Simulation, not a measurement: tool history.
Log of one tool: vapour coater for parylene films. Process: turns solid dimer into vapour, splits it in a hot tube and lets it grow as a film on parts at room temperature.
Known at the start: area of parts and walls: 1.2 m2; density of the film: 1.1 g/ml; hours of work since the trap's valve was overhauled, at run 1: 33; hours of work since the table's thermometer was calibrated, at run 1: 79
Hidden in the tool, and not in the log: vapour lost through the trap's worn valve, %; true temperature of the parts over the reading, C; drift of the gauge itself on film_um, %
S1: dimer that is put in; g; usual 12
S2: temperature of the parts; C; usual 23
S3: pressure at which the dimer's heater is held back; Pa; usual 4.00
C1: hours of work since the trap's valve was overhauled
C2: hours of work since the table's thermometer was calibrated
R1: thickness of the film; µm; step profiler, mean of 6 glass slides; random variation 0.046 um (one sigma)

Run 1, hour 0.0: usual settings; C1 33; C2 79. Result: R1 5.07 µm.
Run 2, hour 8.0: usual settings; C1 38; C2 85. Result: R1 5.14 µm.
Run 3, hour 26.5: usual settings; C1 50; C2 97. Result: R1 4.99 µm.
Run 4, hour 35.4: usual settings; C1 55; C2 102. Result: R1 5.12 µm.
Run 5, hour 44.0: usual settings but S3 6.34 Pa; C1 61; C2 108. Result: R1 4.53 µm.
Run 6, hour 54.5: usual settings but S3 6.34 Pa; C1 68; C2 115. Result: R1 4.61 µm.
Run 7, hour 71.5: usual settings but S3 6.34 Pa; C1 79; C2 125. Result: R1 4.62 µm.
Run 8, hour 85.4: usual settings; C1 88; C2 134. Result: R1 5.06 µm.
Run 9, hour 103.5: usual settings but S3 11.89 Pa; C1 99; C2 146. Result: R1 4.01 µm.
Run 10, hour 120.7: usual settings; C1 110; C2 157. Result: R1 5.07 µm.
Run 11, hour 133.8: usual settings; C1 119; C2 166. Result: R1 5.04 µm.
Run 12, hour 150.4: usual settings; C1 129; C2 176. Result: R1 5.01 µm.
Run 13, hour 158.6: usual settings; C1 135; C2 181. Result: R1 5.04 µm.
Run 14, hour 166.7: usual settings; C1 140; C2 187. Result: R1 5.00 µm.
Run 15, hour 176.5: usual settings; C1 146; C2 193. Result: R1 5.09 µm.
Run 16, hour 193.5: usual settings; C1 157; C2 204. Result: R1 4.97 µm.
Run 17, hour 205.9: usual settings but S1 5 g, S2 20 C, S3 5.06 Pa; C1 165; C2 212. Result: R1 2.13 µm.
Run 18, hour 214.7: usual settings but S1 18 g, S2 27 C; C1 171; C2 218. Result: R1 6.59 µm.
Run 19, hour 228.0: usual settings but S1 18 g, S2 27 C; C1 179; C2 226. Result: R1 6.59 µm.
Run 20, hour 238.1: usual settings but S1 18 g, S2 16 C, S3 2.16 Pa; C1 186; C2 233. Result: R1 10.61 µm.
Run 21, hour 249.8: usual settings but S1 18 g, S2 16 C, S3 2.16 Pa; C1 193; C2 240. Result: R1 10.63 µm.
Run 22, hour 258.5: usual settings but S1 18 g, S2 16 C, S3 2.16 Pa; C1 199; C2 246. Result: R1 10.52 µm.
Run 23, hour 273.6: usual settings but S1 18 g, S2 16 C, S3 2.16 Pa; C1 209; C2 255. Result: R1 10.52 µm.
Run 24, hour 285.3: usual settings but S1 8 g, S2 16 C, S3 2.41 Pa; C1 216; C2 263. Result: R1 4.57 µm.
Run 25, hour 301.8: usual settings but S2 26 C, S3 6.21 Pa; C1 227; C2 274. Result: R1 4.08 µm.
Run 26, hour 318.6: usual settings but S2 21 C, S3 2.24 Pa; C1 238; C2 284. Result: R1 6.01 µm.
Run 27, hour 334.9: usual settings but S2 21 C, S3 2.24 Pa; C1 248; C2 295. Result: R1 5.98 µm.

Forecast each of these 5 alternatives for the next run:
Run A, hour 345.4: usual settings but S1 5 g, S2 21 C, S3 7.01 Pa; C1 255; C2 302. Result: R1 ?.
Run B, hour 345.4: usual settings but S1 7 g, S3 2.14 Pa; C1 255; C2 302. Result: R1 ?.
Run C, hour 345.4: usual settings but S1 10 g; C1 255; C2 302. Result: R1 ?.
Run D, hour 345.4: usual settings but S1 13 g, S2 33 C, S3 2.71 Pa; C1 255; C2 302. Result: R1 ?.
Run E, hour 345.4: usual settings but S2 20 C, S3 3.83 Pa; C1 255; C2 302. Result: R1 ?.

run    R1
  A  1.94
  B  3.28
  C  4.10
  D  4.32
  E  5.45
Without the tool's hidden state the same runs would have given:
run    R1
  A  2.04
  B  3.46
  C  4.32
  D  4.54
  E  5.73
